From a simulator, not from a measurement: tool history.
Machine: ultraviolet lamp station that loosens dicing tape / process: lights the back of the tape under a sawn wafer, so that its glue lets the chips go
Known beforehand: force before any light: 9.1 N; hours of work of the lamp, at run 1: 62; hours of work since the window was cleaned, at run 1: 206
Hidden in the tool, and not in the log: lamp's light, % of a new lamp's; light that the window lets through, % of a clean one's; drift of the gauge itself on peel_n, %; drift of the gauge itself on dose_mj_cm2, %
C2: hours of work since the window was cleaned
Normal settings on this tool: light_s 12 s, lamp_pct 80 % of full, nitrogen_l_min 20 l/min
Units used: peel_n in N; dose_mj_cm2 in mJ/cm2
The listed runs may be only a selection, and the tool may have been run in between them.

Run 1, hour 0.0: usual settings; hours of work of the lamp 62; C2 206. Result: peel_n 0.456 N, dose_mj_cm2 465 mJ/cm2.
Run 2, hour 11.8: usual settings; hours of work of the lamp 69; C2 213. Result: peel_n 0.465 N, dose_mj_cm2 466 mJ/cm2.
Run 3, hour 26.1: usual settings; hours of work of the lamp 76; C2 220. Result: peel_n 0.492 N, dose_mj_cm2 465 mJ/cm2.
Run 4, hour 34.5: usual settings; hours of work of the lamp 81; C2 225. Result: peel_n 0.482 N, dose_mj_cm2 465 mJ/cm2.
Run 5, hour 45.1: usual settings; hours of work of the lamp 86; C2 230. Result: peel_n 0.463 N, dose_mj_cm2 456 mJ/cm2.
Run 6, hour 55.5: usual settings; hours of work of the lamp 92; C2 236. Result: peel_n 0.495 N, dose_mj_cm2 462 mJ/cm2.
Run 7, hour 68.4: usual settings; hours of work of the lamp 99; C2 243. Result: peel_n 0.481 N, dose_mj_cm2 453 mJ/cm2.
Run 8, hour 77.1: usual settings; hours of work of the lamp 104; C2 248. Result: peel_n 0.504 N, dose_mj_cm2 456 mJ/cm2.
Run 9, hour 85.5: usual settings; hours of work of the lamp 108; C2 252. Result: peel_n 0.483 N, dose_mj_cm2 458 mJ/cm2.
Run 10, hour 96.4: usual settings but nitrogen_l_min 25 l/min; hours of work of the lamp 114; C2 258. Result: peel_n 0.447 N, dose_mj_cm2 456 mJ/cm2.
Run 11, hour 109.6: usual settings but nitrogen_l_min 25 l/min; hours of work of the lamp 121; C2 265. Result: peel_n 0.434 N, dose_mj_cm2 456 mJ/cm2.
Run 12, hour 122.1: usual settings but nitrogen_l_min 25 l/min; hours of work of the lamp 128; C2 272. Result: peel_n 0.453 N, dose_mj_cm2 453 mJ/cm2.
Run 13, hour 129.8: usual settings but nitrogen_l_min 25 l/min; hours of work of the lamp 132; C2 276. Result: peel_n 0.441 N, dose_mj_cm2 450 mJ/cm2.
Run 14, hour 138.2: usual settings but nitrogen_l_min 25 l/min; hours of work of the lamp 136; C2 280. Result: peel_n 0.453 N, dose_mj_cm2 441 mJ/cm2.
Run 15, hour 148.6: usual settings but lamp_pct 73 % of full; hours of work of the lamp 142; C2 286. Result: peel_n 0.600 N, dose_mj_cm2 410 mJ/cm2.
Run 16, hour 162.6: usual settings but nitrogen_l_min 27 l/min; hours of work of the lamp 149; C2 293. Result: peel_n 0.449 N, dose_mj_cm2 446 mJ/cm2.
At hour 164.1: window cleaned of glue's vapour.
Run 17, hour 170.1: usual settings but nitrogen_l_min 27 l/min; hours of work of the lamp 153; C2 3. Result: peel_n 0.455 N, dose_mj_cm2 440 mJ/cm2.
Run 18, hour 176.7: usual settings but nitrogen_l_min 27 l/min; hours of work of the lamp 157; C2 7. Result: peel_n 0.449 N, dose_mj_cm2 442 mJ/cm2.
Run 19, hour 184.6: usual settings but light_s 8 s; hours of work of the lamp 161; C2 11. Result: peel_n 1.136 N, dose_mj_cm2 293 mJ/cm2.
Run 20, hour 198.6: usual settings but light_s 8 s; hours of work of the lamp 168; C2 18. Result: peel_n 1.166 N, dose_mj_cm2 288 mJ/cm2.
At hour 205.5: window cleaned of glue's vapour, once more.
Run 21, hour 209.7: usual settings but light_s 8 s, nitrogen_l_min 21 l/min; hours of work of the lamp 174; C2 2. Result: peel_n 1.082 N, dose_mj_cm2 300 mJ/cm2.
Run 22, hour 215.8: usual settings but light_s 10 s, lamp_pct 62 % of full, nitrogen_l_min 16 l/min; hours of work of the lamp 177; C2 5. Result: peel_n 1.316 N, dose_mj_cm2 295 mJ/cm2.
Run 23, hour 225.1: usual settings but light_s 9 s, lamp_pct 65 % of full, nitrogen_l_min 17 l/min; hours of work of the lamp 182; C2 10. Result: peel_n 1.325 N, dose_mj_cm2 274 mJ/cm2.
Run 24, hour 239.5: usual settings but light_s 9 s, lamp_pct 65 % of full, nitrogen_l_min 17 l/min; hours of work of the lamp 190; C2 18. Result: peel_n 1.344 N, dose_mj_cm2 273 mJ/cm2.
Run 25, hour 252.9: usual settings but light_s 9 s, lamp_pct 65 % of full, nitrogen_l_min 17 l/min; hours of work of the lamp 197; C2 25. Result: peel_n 1.385 N, dose_mj_cm2 271 mJ/cm2.
Run 26, hour 262.5: usual settings but light_s 9 s, lamp_pct 65 % of full, nitrogen_l_min 17 l/min; hours of work of the lamp 202; C2 30. Result: peel_n 1.402 N, dose_mj_cm2 274 mJ/cm2.

Run 27, settings as shown, results not yet in. Your forecast:
Run 27, hour 273.0: usual settings but light_s 9 s, lamp_pct 65 % of full, nitrogen_l_min 17 l/min; hours of work of the lamp 208; C2 36. Result: peel_n ?, dose_mj_cm2 ?.

peel_n: 1.374 N
dose_mj_cm2: 272 mJ/cm2
Were there no unlogged condition in the tool, this run, its random variation unchanged, would have produced peel_n 1.189 N, dose_mj_cm2 296 mJ/cm2.
